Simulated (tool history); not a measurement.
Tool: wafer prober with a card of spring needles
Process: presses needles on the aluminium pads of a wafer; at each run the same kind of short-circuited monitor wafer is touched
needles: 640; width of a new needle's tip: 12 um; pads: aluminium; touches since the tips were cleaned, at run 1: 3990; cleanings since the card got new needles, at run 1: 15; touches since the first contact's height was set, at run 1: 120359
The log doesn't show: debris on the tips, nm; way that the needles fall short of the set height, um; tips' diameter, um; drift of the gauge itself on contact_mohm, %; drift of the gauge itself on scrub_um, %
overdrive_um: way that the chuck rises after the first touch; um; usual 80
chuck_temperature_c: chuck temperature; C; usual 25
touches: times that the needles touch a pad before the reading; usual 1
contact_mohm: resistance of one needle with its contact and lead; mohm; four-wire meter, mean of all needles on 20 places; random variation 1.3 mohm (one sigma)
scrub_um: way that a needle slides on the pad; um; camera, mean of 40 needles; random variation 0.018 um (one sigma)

run	hour	overdrive_um	chuck_temperature_c	touches	touches since the tips were cleaned	cleanings since the card got new needles	touches since the first contact's height was set	contact_mohm	scrub_um
1	0	80	25	1	3990	15	120359	113	12.7
# hour 5.6: tips cleaned on abrasive film
# hour 16.6: tips cleaned on abrasive film
# hour 27.7: tips cleaned on abrasive film
# hour 36.2: height of the first contact set anew
# hour 41.8: tips cleaned on abrasive film
# hour 55.6: tips cleaned on abrasive film
# hour 69.3: tips cleaned on abrasive film
# hour 80.4: tips cleaned on abrasive film
2	81	80	25	1	362	22	26981	112	12.7
# hour 92: tips cleaned on abrasive film
# hour 105.8: tips cleaned on abrasive film
# hour 119.6: tips cleaned on abrasive film
# hour 133.4: tips cleaned on abrasive film
# hour 147.2: tips cleaned on abrasive film
3	151.3	80	25	1	2483	27	69392	110	12.69
# hour 159.6: tips cleaned on abrasive film
# hour 170.7: tips cleaned on abrasive film
# hour 184.4: tips cleaned on abrasive film
4	193.9	97	25	1	5734	30	95089	108	15.4
# hour 196.7: tips cleaned on abrasive film
# hour 210.5: tips cleaned on abrasive film
# hour 224.3: tips cleaned on abrasive film
# hour 238.1: tips cleaned on abrasive film
# hour 249.1: tips cleaned on abrasive film
# hour 262: tips cleaned on abrasive film
5	262	97	70	1	0	36	136149	116	15.43
# hour 273.3: height of the first contact set anew
# hour 276.1: tips cleaned on abrasive film
# hour 287.2: tips cleaned on abrasive film
# hour 301: tips cleaned on abrasive film
# hour 314.8: tips cleaned on abrasive film
# hour 328.6: tips cleaned on abrasive film
6	330.9	80	32	1	1452	41	34725	113	12.73
# hour 342: tips cleaned on abrasive film
# hour 355.8: tips cleaned on abrasive film
# hour 369.6: tips cleaned on abrasive film
# hour 383.4: tips cleaned on abrasive film
# hour 397.2: tips cleaned on abrasive film
# hour 410.9: tips cleaned on abrasive film
# hour 422: tips cleaned on abrasive film
7	423	80	32	1	623	48	90247	112	12.7
# hour 434.1: tips cleaned on abrasive film
# hour 447.9: tips cleaned on abrasive film
# hour 461.6: tips cleaned on abrasive film
8	469.8	80	32	1	4981	51	118519	112	12.74
# hour 475.4: tips cleaned on abrasive film
# hour 486.5: tips cleaned on abrasive film
# hour 497.5: tips cleaned on abrasive film
# hour 508.8: height of the first contact set anew
# hour 511.6: tips cleaned on abrasive film
# hour 525.4: tips cleaned on abrasive film
# hour 539.2: tips cleaned on abrasive film
# hour 551.6: tips cleaned on abrasive film
9	551.6	80	25	1	0	58	25779	111	12.74
# hour 565.4: tips cleaned on abrasive film
# hour 579.2: tips cleaned on abrasive film
# hour 590.2: tips cleaned on abrasive film
# hour 604: tips cleaned on abrasive film
# hour 617.8: tips cleaned on abrasive film
10	626.3	80	25	1	5154	63	70859	114	12.77
# hour 629.1: tips cleaned on abrasive film
# hour 640.2: tips cleaned on abrasive film
# hour 654: tips cleaned on abrasive film
# hour 667.7: tips cleaned on abrasive film
# hour 678.8: tips cleaned on abrasive film
# hour 692.6: tips cleaned on abrasive film
# hour 706.4: tips cleaned on abrasive film
11	713	80	25	1	4010	70	123112	110	12.8
# hour 718.6: tips cleaned on abrasive film
# hour 729.6: tips cleaned on abrasive film
# hour 743.4: tips cleaned on abrasive film
# hour 746.4: height of the first contact set anew
# hour 754.7: tips cleaned on abrasive film
# hour 768.5: tips cleaned on abrasive film
12	776.8	60	33	1	5016	75	18324	117	9.58
# hour 779.6: tips cleaned on abrasive film
# hour 790.7: tips cleaned on abrasive film
# hour 804.5: tips cleaned on abrasive film
# hour 815.5: tips cleaned on abrasive film
# hour 829.3: tips cleaned on abrasive film
# hour 843.1: tips cleaned on abrasive film
# hour 856.9: tips cleaned on abrasive film
13	859.6	94	66	2	1660	82	68242	117	15.04
# hour 870.7: tips cleaned on abrasive film
# hour 884.5: tips cleaned on abrasive film
# hour 898.3: tips cleaned on abrasive film
# hour 912.1: tips cleaned on abrasive film
# hour 925.8: tips cleaned on abrasive film
# hour 938.5: tips cleaned on abrasive film
14	938.5	65	44	3	0	88	115777	115	10.38
# hour 952.3: tips cleaned on abrasive film
# hour 966: tips cleaned on abrasive film
# hour 977.1: tips cleaned on abrasive film
# hour 982.9: height of the first contact set anew
# hour 991.2: tips cleaned on abrasive film
15	999.4	65	44	3	4986	92	9978	118	10.4
# hour 1005: tips cleaned on abrasive film
# hour 1018.8: tips cleaned on abrasive film
# hour 1032.5: tips cleaned on abrasive film
# hour 1046.3: tips cleaned on abrasive film
# hour 1057.4: tips cleaned on abrasive film
# hour 1071.2: tips cleaned on abrasive film
# hour 1082.2: tips cleaned on abrasive film
# hour 1096: tips cleaned on abrasive film
16	1096.5	94	25	2	308	100	68512	109	15.05
# hour 1107.6: tips cleaned on abrasive film
# hour 1121.4: tips cleaned on abrasive film
# hour 1132.4: tips cleaned on abrasive film
# hour 1146.2: tips cleaned on abrasive film
# hour 1157.2: tips cleaned on abrasive film
# hour 1168.3: tips cleaned on abrasive film
# hour 1182.1: tips cleaned on abrasive film
17	1190.5	86	66	1	5100	107	125185	116	13.79
# hour 1193.3: tips cleaned on abrasive film
# hour 1207.1: tips cleaned on abrasive film
# hour 1218.2: tips cleaned on abrasive film
# hour 1218.5: height of the first contact set anew
# hour 1232.3: tips cleaned on abrasive film
# hour 1246: tips cleaned on abrasive film
18	1255.8	71	25	2	5910	112	22546	113	11.39
# hour 1258.6: tips cleaned on abrasive film
# hour 1269.7: tips cleaned on abrasive film
# hour 1283.5: tips cleaned on abrasive film
# hour 1297.2: tips cleaned on abrasive film
19	1297.9	90	25	1	415	116	47915	111	14.43
# hour 1309: tips cleaned on abrasive film
# hour 1322.8: tips cleaned on abrasive film
# hour 1336.6: tips cleaned on abrasive film
# hour 1350.3: tips cleaned on abrasive film
20	1358.3	98	25	1	4858	120	84383	112	15.7
# hour 1363.9: tips cleaned on abrasive film
# hour 1375: tips cleaned on abrasive film
# hour 1388.8: tips cleaned on abrasive film
# hour 1399.8: tips cleaned on abrasive film
# hour 1413.6: tips cleaned on abrasive film
# hour 1427.4: tips cleaned on abrasive film
# hour 1440.4: tips cleaned on abrasive film
21	1440.4	71	45	3	0	127	133812	114	11.4
# hour 1454.2: tips cleaned on abrasive film
# hour 1454.5: height of the first contact set anew
# hour 1465.5: tips cleaned on abrasive film
# hour 1476.6: tips cleaned on abrasive film
# hour 1490.4: tips cleaned on abrasive film
# hour 1501.4: tips cleaned on abrasive film
# hour 1515.2: tips cleaned on abrasive film
22	1516.6	76	116	2	822	133	37422	124	12.19

Forecast each of these 5 alternatives for the next run:
# hour 1527.6: tips cleaned on abrasive film
# hour 1538.7: tips cleaned on abrasive film
# hour 1552.4: tips cleaned on abrasive film
# hour 1566.2: tips cleaned on abrasive film
A	1566.8	77	29	1	359	137	67726	?	?
# hour 1527.6: tips cleaned on abrasive film
# hour 1538.7: tips cleaned on abrasive film
# hour 1552.4: tips cleaned on abrasive film
# hour 1566.2: tips cleaned on abrasive film
B	1566.8	80	37	1	359	137	67726	?	?
# hour 1527.6: tips cleaned on abrasive film
# hour 1538.7: tips cleaned on abrasive film
# hour 1552.4: tips cleaned on abrasive film
# hour 1566.2: tips cleaned on abrasive film
C	1566.8	80	65	2	359	137	67726	?	?
# hour 1527.6: tips cleaned on abrasive film
# hour 1538.7: tips cleaned on abrasive film
# hour 1552.4: tips cleaned on abrasive film
# hour 1566.2: tips cleaned on abrasive film
D	1566.8	72	60	1	359	137	67726	?	?
# hour 1527.6: tips cleaned on abrasive film
# hour 1538.7: tips cleaned on abrasive film
# hour 1552.4: tips cleaned on abrasive film
# hour 1566.2: tips cleaned on abrasive film
E	1566.8	65	53	2	359	137	67726	?	?

run	contact_mohm	scrub_um
A	112	12.4
B	115	12.84
C	114	12.85
D	118	11.57
E	117	10.44
Without the tool's hidden state the same runs would have given:
run	contact_mohm	scrub_um
A	112	12.26
B	115	12.69
C	114	12.69
D	118	11.43
E	117	10.31
